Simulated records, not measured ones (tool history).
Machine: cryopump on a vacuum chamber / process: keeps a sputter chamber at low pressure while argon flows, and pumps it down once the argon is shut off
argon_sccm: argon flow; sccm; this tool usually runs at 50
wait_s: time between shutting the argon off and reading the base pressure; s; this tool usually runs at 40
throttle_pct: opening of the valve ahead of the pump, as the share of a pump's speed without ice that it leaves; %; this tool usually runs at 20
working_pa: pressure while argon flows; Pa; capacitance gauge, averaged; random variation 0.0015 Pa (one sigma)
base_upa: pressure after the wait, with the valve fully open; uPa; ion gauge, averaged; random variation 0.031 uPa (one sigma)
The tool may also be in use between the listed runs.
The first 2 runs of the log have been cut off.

{"hour": 87.1, "done": "pump warmed up, emptied and cooled again"}
{"run": 3, "hour": 122.1, "argon_sccm": 50, "wait_s": 40, "throttle_pct": 22, "working_pa": 0.3201, "base_upa": 2.17}
{"run": 4, "hour": 211.2, "argon_sccm": 50, "wait_s": 40, "throttle_pct": 20, "working_pa": 0.357, "base_upa": 2.18}
{"run": 5, "hour": 294.6, "argon_sccm": 50, "wait_s": 40, "throttle_pct": 20, "working_pa": 0.3532, "base_upa": 2.24}
{"run": 6, "hour": 354.4, "argon_sccm": 50, "wait_s": 40, "throttle_pct": 38, "working_pa": 0.1879, "base_upa": 2.23}
{"run": 7, "hour": 417.0, "argon_sccm": 65, "wait_s": 40, "throttle_pct": 38, "working_pa": 0.2473, "base_upa": 2.35}
{"run": 8, "hour": 455.7, "argon_sccm": 65, "wait_s": 40, "throttle_pct": 38, "working_pa": 0.2483, "base_upa": 2.34}
{"run": 9, "hour": 512.4, "argon_sccm": 65, "wait_s": 88, "throttle_pct": 38, "working_pa": 0.2462, "base_upa": 1.71}
{"run": 10, "hour": 601.0, "argon_sccm": 65, "wait_s": 66, "throttle_pct": 38, "working_pa": 0.2477, "base_upa": 1.98}
{"run": 11, "hour": 669.1, "argon_sccm": 65, "wait_s": 66, "throttle_pct": 38, "working_pa": 0.2503, "base_upa": 2.02}
{"run": 12, "hour": 751.0, "argon_sccm": 65, "wait_s": 66, "throttle_pct": 38, "working_pa": 0.2511, "base_upa": 2.1}
{"run": 13, "hour": 824.3, "argon_sccm": 65, "wait_s": 66, "throttle_pct": 38, "working_pa": 0.2508, "base_upa": 2.11}
{"run": 14, "hour": 913.6, "argon_sccm": 65, "wait_s": 66, "throttle_pct": 38, "working_pa": 0.2539, "base_upa": 2.19}
{"run": 15, "hour": 999.7, "argon_sccm": 65, "wait_s": 66, "throttle_pct": 38, "working_pa": 0.2553, "base_upa": 2.24}
{"run": 16, "hour": 1079.7, "argon_sccm": 50, "wait_s": 260, "throttle_pct": 20, "working_pa": 0.3596, "base_upa": 1.77}
{"run": 17, "hour": 1124.1, "argon_sccm": 39, "wait_s": 260, "throttle_pct": 20, "working_pa": 0.2847, "base_upa": 1.75}
{"run": 18, "hour": 1205.2, "argon_sccm": 38, "wait_s": 63, "throttle_pct": 20, "working_pa": 0.2763, "base_upa": 2.52}
{"run": 19, "hour": 1258.8, "argon_sccm": 38, "wait_s": 63, "throttle_pct": 20, "working_pa": 0.278, "base_upa": 2.58}
{"run": 20, "hour": 1296.7, "argon_sccm": 38, "wait_s": 63, "throttle_pct": 20, "working_pa": 0.2784, "base_upa": 2.61}
{"run": 21, "hour": 1350.4, "argon_sccm": 26, "wait_s": 97, "throttle_pct": 25, "working_pa": 0.1525, "base_upa": 2.37}
{"run": 22, "hour": 1406.3, "argon_sccm": 44, "wait_s": 152, "throttle_pct": 49, "working_pa": 0.1409, "base_upa": 2.17}
{"run": 23, "hour": 1470.6, "argon_sccm": 96, "wait_s": 135, "throttle_pct": 22, "working_pa": 0.6468, "base_upa": 2.32}
{"run": 24, "hour": 1547.3, "argon_sccm": 50, "wait_s": 40, "throttle_pct": 23, "working_pa": 0.3231, "base_upa": 3.31}
{"hour": 1594.5, "done": "pump warmed up, emptied and cooled again"}
{"run": 25, "hour": 1606.6, "argon_sccm": 50, "wait_s": 40, "throttle_pct": 23, "working_pa": 0.3077, "base_upa": 3.06}
{"run": 26, "hour": 1684.0, "argon_sccm": 26, "wait_s": 297, "throttle_pct": 30, "working_pa": 0.1245, "base_upa": 1.96}

Predict the results of run 27:
{"run": 27, "hour": 1772.3, "argon_sccm": 79, "wait_s": 25, "throttle_pct": 18, "working_pa": "?", "base_upa": "?"}

Run 27 gave working_pa 0.6199 Pa, base_upa 4.00 uPa.
Minus the tool's unlogged condition, the same run would have read working_pa 0.6135 Pa, base_upa 2.44 uPa.

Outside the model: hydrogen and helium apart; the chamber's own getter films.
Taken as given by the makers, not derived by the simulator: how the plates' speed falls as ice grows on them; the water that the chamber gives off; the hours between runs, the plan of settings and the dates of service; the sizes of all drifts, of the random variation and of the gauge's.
